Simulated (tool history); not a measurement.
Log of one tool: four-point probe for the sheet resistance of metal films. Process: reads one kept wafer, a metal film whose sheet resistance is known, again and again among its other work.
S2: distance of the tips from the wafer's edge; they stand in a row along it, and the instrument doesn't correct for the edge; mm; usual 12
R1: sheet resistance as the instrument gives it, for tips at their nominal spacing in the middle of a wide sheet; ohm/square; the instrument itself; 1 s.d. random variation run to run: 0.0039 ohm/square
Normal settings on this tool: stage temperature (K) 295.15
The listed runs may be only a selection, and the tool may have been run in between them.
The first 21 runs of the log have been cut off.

At hour 1150.8: new probe head fitted.
Run 22, hour 1170.9: usual settings but stage temperature (K) 298.15, S2 16 mm. Result: R1 19.627156 ohm/square.
Run 23, hour 1223.6: usual settings but stage temperature (K) 298.15, S2 16 mm. Result: R1 19.63284 ohm/square.
Run 24, hour 1268.9: usual settings but stage temperature (K) 298.15, S2 16 mm. Result: R1 19.620059 ohm/square.
Run 25, hour 1320.6: usual settings but stage temperature (K) 306.15, S2 5 mm. Result: R1 20.236741 ohm/square.
Run 26, hour 1355.8: usual settings but stage temperature (K) 298.15, S2 25 mm. Result: R1 19.576209 ohm/square.
Run 27, hour 1422: usual settings but stage temperature (K) 298.15, S2 25 mm. Result: R1 19.578606 ohm/square.
Run 28, hour 1501.4: usual settings but stage temperature (K) 292.15, S2 5 mm. Result: R1 20.178534 ohm/square.
Run 29, hour 1574.7: usual settings but stage temperature (K) 303.15, S2 39 mm. Result: R1 19.561351 ohm/square.
Run 30, hour 1618: usual settings but stage temperature (K) 297.15, S2 7 mm. Result: R1 19.871314 ohm/square.
Run 31, hour 1694.3: usual settings but stage temperature (K) 297.15, S2 7 mm. Result: R1 19.866019 ohm/square.
Run 32, hour 1759.3: usual settings but stage temperature (K) 294.15, S2 9 mm. Result: R1 19.717411 ohm/square.
Run 33, hour 1829.9: usual settings but stage temperature (K) 303.15, S2 50 mm. Result: R1 19.540945 ohm/square.
Run 34, hour 1904.1: usual settings but stage temperature (K) 306.15, S2 4 mm. Result: R1 20.541676 ohm/square.
Run 35, hour 1978.1: usual settings but stage temperature (K) 306.15, S2 4 mm. Result: R1 20.536153 ohm/square.
Run 36, hour 2056.5: usual settings but stage temperature (K) 300.15. Result: R1 19.622671 ohm/square.
Run 37, hour 2105.7: usual settings but stage temperature (K) 300.15. Result: R1 19.620368 ohm/square.
Run 38, hour 2186.4: usual settings but stage temperature (K) 301.15, S2 4 mm. Result: R1 20.502441 ohm/square.
Run 39, hour 2250.9: usual settings but stage temperature (K) 298.15, S2 37 mm. Result: R1 19.499794 ohm/square.
Run 40, hour 2326.2: usual settings but stage temperature (K) 303.15, S2 6 mm. Result: R1 19.969055 ohm/square.

Consider 3 possible next runs. They are alternatives, not a sequence: every one starts from the tool as it was left by run 40. What does each give?
Run A, hour 2379.2: usual settings but stage temperature (K) 291.15, S2 14 mm. Result: R1 ?.
Run B, hour 2379.2: usual settings but stage temperature (K) 301.15, S2 6 mm. Result: R1 ?.
Run C, hour 2379.2: usual settings but stage temperature (K) 302.15, S2 6 mm. Result: R1 ?.

run         R1
  A  19.544012
  B  19.946185
  C  19.948922
Had the tool no hidden state, the same runs would have come out as:
run         R1
  A  19.660341
  B  20.065551
  C  20.068388

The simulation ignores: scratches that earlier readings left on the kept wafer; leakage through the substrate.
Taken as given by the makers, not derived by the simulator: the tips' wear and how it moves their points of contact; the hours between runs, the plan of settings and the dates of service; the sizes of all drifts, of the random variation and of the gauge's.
